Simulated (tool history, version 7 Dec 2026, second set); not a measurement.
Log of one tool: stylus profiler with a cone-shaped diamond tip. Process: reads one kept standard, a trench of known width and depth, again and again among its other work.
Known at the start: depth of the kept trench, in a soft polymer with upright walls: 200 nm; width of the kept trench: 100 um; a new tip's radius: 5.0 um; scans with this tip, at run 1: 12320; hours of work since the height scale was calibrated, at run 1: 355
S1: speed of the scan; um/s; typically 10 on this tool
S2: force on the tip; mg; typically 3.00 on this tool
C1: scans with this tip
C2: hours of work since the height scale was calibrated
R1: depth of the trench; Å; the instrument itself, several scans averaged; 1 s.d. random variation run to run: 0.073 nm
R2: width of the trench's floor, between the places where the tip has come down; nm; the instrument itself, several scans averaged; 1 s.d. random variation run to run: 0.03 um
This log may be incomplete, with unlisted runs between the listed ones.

run 1 hour=0.0 | S1=10 S2=3.00 | C1=12320 C2=355 | R1=2026.0 R2=96030
run 2 hour=46.0 | S1=10 S2=3.00 | C1=12591 C2=389 | R1=2024.3 R2=96040
run 3 hour=123.4 | S1=10 S2=3.00 | C1=13047 C2=444 | R1=2025.1 R2=96050
run 4 hour=166.2 | S1=10 S2=3.00 | C1=13299 C2=475 | R1=2024.9 R2=95990
run 5 hour=231.4 | S1=10 S2=3.00 | C1=13683 C2=522 | R1=2024.3 R2=95970
run 6 hour=284.6 | S1=10 S2=3.00 | C1=13997 C2=561 | R1=2023.4 R2=95870
run 7 hour=352.9 | S1=10 S2=3.00 | C1=14400 C2=610 | R1=2023.9 R2=95910
run 8 hour=433.9 | S1=27 S2=3.00 | C1=14877 C2=669 | R1=2024.2 R2=95850
run 9 hour=507.1 | S1=27 S2=3.00 | C1=15308 C2=721 | R1=2023.4 R2=95820
-- hour=513.9 height scale calibrated on a step standard
run 10 hour=547.2 | S1=10 S2=5.11 | C1=15542 C2=24 | R1=2033.5 R2=95830
run 11 hour=617.3 | S1=10 S2=5.11 | C1=15955 C2=75 | R1=2033.2 R2=95760
run 12 hour=674.7 | S1=12 S2=1.50 | C1=16293 C2=116 | R1=2009.8 R2=95700
run 13 hour=750.9 | S1=12 S2=1.50 | C1=16742 C2=171 | R1=2009.4 R2=95690
run 14 hour=807.3 | S1=31 S2=6.35 | C1=17074 C2=212 | R1=2038.0 R2=95680
run 15 hour=854.4 | S1=3 S2=5.70 | C1=17351 C2=246 | R1=2034.2 R2=95730
run 16 hour=893.4 | S1=4 S2=6.30 | C1=17581 C2=274 | R1=2037.4 R2=95670
-- hour=915.1 new tip fitted, height scale calibrated
run 17 hour=949.3 | S1=4 S2=7.14 | C1=201 C2=25 | R1=2049.4 R2=97120
-- hour=962.5 height scale calibrated on a step standard, once more
run 18 hour=1009.9 | S1=32 S2=2.82 | C1=555 C2=34 | R1=2027.1 R2=97070
run 19 hour=1085.6 | S1=32 S2=1.02 | C1=1001 C2=89 | R1=2011.4 R2=96920

Hidden state or all else? Some run-to-run changes of R1, split into what the settings, what came in and random variation would give without the hidden state, and what is left for the hidden state (with any gauge scatter that isn't in both results):
Unlogged tool condition in this case: radius of the tip, um; height scale over the true one, %; drift of the gauge itself on depth_nm, %; drift of the gauge itself on floor_um, %.
Run 13 -> 14: S1 12 -> 31, S2 1.50 -> 6.35. R1 +28.6 Å: hidden state -0.5, all else +29.1.
Run 16 -> 17: S2 6.30 -> 7.14, new tip fitted, height scale calibrated. R1 +12.0 Å: hidden state +8.7, all else +3.3.
